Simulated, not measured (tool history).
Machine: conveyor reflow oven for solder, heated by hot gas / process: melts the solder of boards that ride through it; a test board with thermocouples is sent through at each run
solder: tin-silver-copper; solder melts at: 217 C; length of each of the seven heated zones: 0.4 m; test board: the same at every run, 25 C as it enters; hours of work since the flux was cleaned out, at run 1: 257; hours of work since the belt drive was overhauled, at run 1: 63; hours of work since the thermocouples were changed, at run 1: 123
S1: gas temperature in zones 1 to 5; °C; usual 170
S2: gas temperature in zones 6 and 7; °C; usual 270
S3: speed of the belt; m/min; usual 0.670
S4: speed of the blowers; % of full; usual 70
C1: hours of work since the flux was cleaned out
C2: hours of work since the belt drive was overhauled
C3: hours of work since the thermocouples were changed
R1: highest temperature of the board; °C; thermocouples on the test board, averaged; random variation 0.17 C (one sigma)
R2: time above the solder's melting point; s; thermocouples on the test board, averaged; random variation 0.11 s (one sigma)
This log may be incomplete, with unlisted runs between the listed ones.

run  hour   S1   S2     S3  S4   C1  C2   C3     R1    R2
  1   0.0  170  270  0.670  70  257  63  123  256.4  55.3
  2   6.5  170  270  0.670  70  260  66  126  256.3  55.4
  3  12.6  170  270  0.670  70  263  68  129  255.8  55.3
  4  17.0  170  270  0.670  70  265  70  131  256.3  55.3
     22.8  -- flux residue cleaned out of gas plates and filters
  5  29.3  170  270  0.670  70    3  74  135  254.5  54.1
  6  35.4  170  270  0.670  70    6  77  138  254.6  54.2
  7  42.4  170  274  0.670  70    9  80  141  258.4  56.3
     49.4  -- flux residue cleaned out of gas plates and filters, once more
  8  55.4  170  274  0.670  70    3  84  145  262.0  59.0
  9  64.6  158  272  0.699  89    7  88  149  260.8  53.2
 10  68.6  161  272  0.670  70    9  90  151  258.9  54.9
 11  77.1  157  272  0.670  70   13  94  155  258.2  53.7
 12  85.2  157  272  0.670  70   17  98  159  258.2  53.6

Branching from run 12: 5 alternative next runs. What would each branch give?
  A  89.7  184  270  0.670  70  19  100  161   ?   ?
  B  89.7  170  270  0.758  70  19  100  161   ?   ?
  C  89.7  159  272  0.670  61  19  100  161   ?   ?
  D  89.7  157  275  0.641  70  19  100  161   ?   ?
  E  89.7  157  264  0.670  70  19  100  161   ?   ?

run     R1    R2
  A  259.9  62.4
  B  254.6  47.9
  C  256.7  52.7
  D  262.6  58.8
  E  250.9  49.0
The same runs, with their run-to-run variation unchanged, on a tool lacking any hidden condition would have given:
run     R1    R2
  A  259.5  62.3
  B  254.3  47.7
  C  256.4  52.5
  D  262.3  58.6
  E  250.5  48.8

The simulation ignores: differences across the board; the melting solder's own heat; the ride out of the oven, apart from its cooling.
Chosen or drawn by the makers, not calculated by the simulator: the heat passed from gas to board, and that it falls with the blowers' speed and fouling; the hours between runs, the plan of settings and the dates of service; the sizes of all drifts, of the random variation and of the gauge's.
